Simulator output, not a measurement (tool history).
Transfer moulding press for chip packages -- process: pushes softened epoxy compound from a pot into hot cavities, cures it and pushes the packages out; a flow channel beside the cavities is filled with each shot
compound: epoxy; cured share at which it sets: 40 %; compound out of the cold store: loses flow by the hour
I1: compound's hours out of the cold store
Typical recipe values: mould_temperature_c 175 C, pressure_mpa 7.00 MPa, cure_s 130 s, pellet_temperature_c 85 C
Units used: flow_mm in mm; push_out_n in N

run 1 hour=0.0 | mould_temperature_c=175 pressure_mpa=7.00 cure_s=130 pellet_temperature_c=85 | I1=27.2 | flow_mm=723 push_out_n=892
run 2 hour=61.1 | mould_temperature_c=175 pressure_mpa=7.00 cure_s=130 pellet_temperature_c=85 | I1=14.8 | flow_mm=740 push_out_n=940
run 3 hour=140.4 | mould_temperature_c=175 pressure_mpa=7.00 cure_s=112 pellet_temperature_c=85 | I1=11.1 | flow_mm=747 push_out_n=993
run 4 hour=225.2 | mould_temperature_c=175 pressure_mpa=7.00 cure_s=112 pellet_temperature_c=85 | I1=38.8 | flow_mm=676 push_out_n=985
run 5 hour=293.9 | mould_temperature_c=175 pressure_mpa=7.00 cure_s=112 pellet_temperature_c=85 | I1=25.5 | flow_mm=709 push_out_n=894
run 6 hour=374.1 | mould_temperature_c=175 pressure_mpa=6.99 cure_s=112 pellet_temperature_c=85 | I1=43.6 | flow_mm=676 push_out_n=1038
run 7 hour=443.8 | mould_temperature_c=175 pressure_mpa=6.99 cure_s=112 pellet_temperature_c=85 | I1=28.6 | flow_mm=696 push_out_n=861
run 8 hour=505.5 | mould_temperature_c=175 pressure_mpa=6.99 cure_s=112 pellet_temperature_c=85 | I1=14.5 | flow_mm=707 push_out_n=1041
run 9 hour=596.0 | mould_temperature_c=175 pressure_mpa=6.99 cure_s=137 pellet_temperature_c=85 | I1=17.0 | flow_mm=706 push_out_n=677
run 10 hour=672.0 | mould_temperature_c=175 pressure_mpa=7.00 cure_s=130 pellet_temperature_c=89 | I1=44.9 | flow_mm=652 push_out_n=879
run 11 hour=719.8 | mould_temperature_c=175 pressure_mpa=7.00 cure_s=130 pellet_temperature_c=89 | I1=46.8 | flow_mm=643 push_out_n=920
run 12 hour=778.8 | mould_temperature_c=175 pressure_mpa=7.00 cure_s=153 pellet_temperature_c=85 | I1=8.7 | flow_mm=766 push_out_n=736
run 13 hour=869.4 | mould_temperature_c=175 pressure_mpa=7.00 cure_s=153 pellet_temperature_c=85 | I1=24.2 | flow_mm=725 push_out_n=817
run 14 hour=956.9 | mould_temperature_c=175 pressure_mpa=7.00 cure_s=153 pellet_temperature_c=85 | I1=27.0 | flow_mm=712 push_out_n=758
run 15 hour=1022.4 | mould_temperature_c=176 pressure_mpa=7.00 cure_s=153 pellet_temperature_c=92 | I1=37.3 | flow_mm=683 push_out_n=840
run 16 hour=1111.8 | mould_temperature_c=176 pressure_mpa=6.77 cure_s=168 pellet_temperature_c=92 | I1=34.9 | flow_mm=679 push_out_n=709
run 17 hour=1167.8 | mould_temperature_c=177 pressure_mpa=7.00 cure_s=130 pellet_temperature_c=91 | I1=46.0 | flow_mm=664 push_out_n=851
run 18 hour=1263.9 | mould_temperature_c=177 pressure_mpa=7.00 cure_s=130 pellet_temperature_c=91 | I1=13.0 | flow_mm=719 push_out_n=693
run 19 hour=1352.2 | mould_temperature_c=177 pressure_mpa=7.00 cure_s=130 pellet_temperature_c=91 | I1=46.2 | flow_mm=653 push_out_n=853
run 20 hour=1406.4 | mould_temperature_c=182 pressure_mpa=7.31 cure_s=135 pellet_temperature_c=76 | I1=21.8 | flow_mm=695 push_out_n=500

Missing from the log above: 12 entries noted between runs. For each, name the pair of listed runs it sits between and say how the tool's hidden condition differs from the listed run just before to the listed run just after:
After run 2, before run 3: cavities cleaned with cleaning compound and waxed (hour 73.5)
  true mould temperature over the reading, C: -0.38 -> -0.46; pressure that reaches the compound, % of what is set: 98.28 -> 97.03; grip of the stained cavities, % over clean ones': 89 -> 70.4
  measured less the result without the state, flow_mm: -5 -> -9 mm; push_out_n: +449 -> +424 N
After run 3, before run 4: mould's thermocouples calibrated (hour 166.8)
  true mould temperature over the reading, C: -0.46 -> 0.41; pressure that reaches the compound, % of what is set: 97.03 -> 95.7; grip of the stained cavities, % over clean ones': 70.4 -> 87.7
  measured less the result without the state, flow_mm: -9 -> -17 mm; push_out_n: +424 -> +451 N
After run 4, before run 5: cavities cleaned with cleaning compound and waxed (hour 241.7)
  true mould temperature over the reading, C: 0.41 -> 0.34; pressure that reaches the compound, % of what is set: 95.7 -> 94.66; grip of the stained cavities, % over clean ones': 87.7 -> 64.8
  measured less the result without the state, flow_mm: -17 -> -21 mm; push_out_n: +451 -> +341 N
After run 6, before run 7: cavities cleaned with cleaning compound and waxed (hour 404.5)
  true mould temperature over the reading, C: 0.26 -> 0.19; pressure that reaches the compound, % of what is set: 93.38 -> 92.37; grip of the stained cavities, % over clean ones': 86.8 -> 55.4
  measured less the result without the state, flow_mm: -24 -> -29 mm; push_out_n: +474 -> +300 N
After run 8, before run 9: cavities cleaned with cleaning compound and waxed (hour 571.5)
  true mould temperature over the reading, C: 0.14 -> 0.06; pressure that reaches the compound, % of what is set: 91.35 -> 89.93; grip of the stained cavities, % over clean ones': 83 -> 42
  measured less the result without the state, flow_mm: -33 -> -39 mm; push_out_n: +467 -> +196 N
After run 11, before run 12: cavities cleaned with cleaning compound and waxed (hour 734.3); plunger's sealing rings changed (hour 778.8)
  true mould temperature over the reading, C: -0.07 -> -0.12; pressure that reaches the compound, % of what is set: 87.98 -> 99.84; grip of the stained cavities, % over clean ones': 87.9 -> 57.8
  measured less the result without the state, flow_mm: -42 -> +0 mm; push_out_n: +433 -> +268 N
After run 12, before run 13: mould's thermocouples calibrated (hour 793.0)
  true mould temperature over the reading, C: -0.12 -> -0.03; pressure that reaches the compound, % of what is set: 99.84 -> 98.39; grip of the stained cavities, % over clean ones': 57.8 -> 86
  measured less the result without the state, flow_mm: +0 -> -6 mm; push_out_n: +268 -> +379 N
After run 13, before run 14: cavities cleaned with cleaning compound and waxed (hour 902.4)
  true mould temperature over the reading, C: -0.03 -> -0.12; pressure that reaches the compound, % of what is set: 98.39 -> 97.09; grip of the stained cavities, % over clean ones': 86 -> 64.6
  measured less the result without the state, flow_mm: -6 -> -10 mm; push_out_n: +379 -> +297 N
After run 15, before run 16: cavities cleaned with cleaning compound and waxed (hour 1065.7)
  true mould temperature over the reading, C: -0.18 -> -0.26; pressure that reaches the compound, % of what is set: 96.08 -> 94.73; grip of the stained cavities, % over clean ones': 84.5 -> 60.3
  measured less the result without the state, flow_mm: -13 -> -17 mm; push_out_n: +387 -> +266 N
After run 17, before run 18: cavities cleaned with cleaning compound and waxed (hour 1233.7)
  true mould temperature over the reading, C: -0.31 -> -0.41; pressure that reaches the compound, % of what is set: 93.91 -> 92.42; grip of the stained cavities, % over clean ones': 81.9 -> 44.6
  measured less the result without the state, flow_mm: -20 -> -28 mm; push_out_n: +382 -> +216 N
After run 19, before run 20: cavities cleaned with cleaning compound and waxed (hour 1402.5)
  true mould temperature over the reading, C: -0.5 -> -0.55; pressure that reaches the compound, % of what is set: 91.08 -> 90.22; grip of the stained cavities, % over clean ones': 84.2 -> 9.4
  measured less the result without the state, flow_mm: -30 -> -34 mm; push_out_n: +393 -> +43 N
